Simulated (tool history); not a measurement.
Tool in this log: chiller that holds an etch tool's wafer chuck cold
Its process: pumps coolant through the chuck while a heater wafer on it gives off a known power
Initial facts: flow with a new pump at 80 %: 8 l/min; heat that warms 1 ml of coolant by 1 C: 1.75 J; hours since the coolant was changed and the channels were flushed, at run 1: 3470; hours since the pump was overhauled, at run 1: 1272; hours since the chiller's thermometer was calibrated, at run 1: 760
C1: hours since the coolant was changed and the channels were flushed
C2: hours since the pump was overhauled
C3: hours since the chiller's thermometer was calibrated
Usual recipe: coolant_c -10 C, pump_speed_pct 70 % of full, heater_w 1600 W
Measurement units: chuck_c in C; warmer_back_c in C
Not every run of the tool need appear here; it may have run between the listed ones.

Run 1, hour 0: usual settings; C1 3470; C2 1272; C3 760. Result: chuck_c 4 C, warmer_back_c 8.03 C.
Run 2, hour 90.9: usual settings; C1 3561; C2 1363; C3 851. Result: chuck_c 4 C, warmer_back_c 7.96 C.
Run 3, hour 143: usual settings; C1 3613; C2 1415; C3 903. Result: chuck_c 4.2 C, warmer_back_c 8.04 C.
Run 4, hour 202.2: usual settings; C1 3673; C2 1474; C3 963. Result: chuck_c 4.2 C, warmer_back_c 7.96 C.
Run 5, hour 277.6: usual settings; C1 3748; C2 1550; C3 1038. Result: chuck_c 4.3 C, warmer_back_c 8.03 C.
Run 6, hour 328.7: usual settings; C1 3799; C2 1601; C3 1089. Result: chuck_c 4.4 C, warmer_back_c 8.02 C.
Run 7, hour 410.1: usual settings; C1 3880; C2 1682; C3 1170. Result: chuck_c 4.4 C, warmer_back_c 8.04 C.
Run 8, hour 484: usual settings; C1 3954; C2 1756; C3 1244. Result: chuck_c 4.3 C, warmer_back_c 8.1 C.
Run 9, hour 522.8: usual settings; C1 3993; C2 1795; C3 1283. Result: chuck_c 4.4 C, warmer_back_c 8.05 C.
Run 10, hour 603.3: usual settings but coolant_c -14 C, pump_speed_pct 88 % of full, heater_w 2041 W; C1 4074; C2 1875; C3 1364. Result: chuck_c 0.8 C, warmer_back_c 8.01 C.
Run 11, hour 642.9: usual settings but coolant_c -19 C, pump_speed_pct 88 % of full, heater_w 991 W; C1 4113; C2 1915; C3 1403. Result: chuck_c -11.6 C, warmer_back_c 3.89 C.
Run 12, hour 727.4: usual settings but coolant_c -19 C, pump_speed_pct 88 % of full, heater_w 991 W; C1 4198; C2 1999; C3 1488. Result: chuck_c -11.4 C, warmer_back_c 3.86 C.
Run 13, hour 793: usual settings but coolant_c -5 C, heater_w 2004 W; C1 4263; C2 2065; C3 1553. Result: chuck_c 13.2 C, warmer_back_c 10.05 C.
Run 14, hour 842: usual settings but coolant_c -7 C, pump_speed_pct 72 % of full, heater_w 2004 W; C1 4312; C2 2114; C3 1602. Result: chuck_c 10.6 C, warmer_back_c 9.84 C.
Run 15, hour 901.8: usual settings but coolant_c -3 C, pump_speed_pct 72 % of full, heater_w 2004 W; C1 4372; C2 2174; C3 1662. Result: chuck_c 14.7 C, warmer_back_c 9.82 C.
Run 16, hour 980.3: usual settings but coolant_c -15 C, pump_speed_pct 95 % of full, heater_w 2004 W; C1 4451; C2 2252; C3 1741. Result: chuck_c -1.2 C, warmer_back_c 7.26 C.
Run 17, hour 1046.6: usual settings but coolant_c -15 C, pump_speed_pct 95 % of full, heater_w 1190 W; C1 4517; C2 2319; C3 1807. Result: chuck_c -6.9 C, warmer_back_c 4.32 C.
Run 18, hour 1133.3: usual settings but coolant_c -13 C, pump_speed_pct 92 % of full, heater_w 1311 W; C1 4604; C2 2405; C3 1894. Result: chuck_c -3.6 C, warmer_back_c 4.92 C.

A few steps of chuck_c between consecutive runs. Split each: what settings, incoming material and random variation would produce without the hidden state, and what is left over for the hidden state, along with gauge scatter present in only one of the two compared results (measured, and without hidden state):
Hidden state present: heat passed by the chuck's channels, % of clean ones'; flow at a given pump speed, % of a new pump's; coolant's true temperature over the reading, C; drift of the gauge itself on chuck_c, C; drift of the gauge itself on warmer_back_c, C.
Run 12 -> 13: coolant_c -19 -> -5, pump_speed_pct 88 -> 70, heater_w 991 -> 2004. chuck_c +24.6 C: hidden state +0.8, all else +23.8.
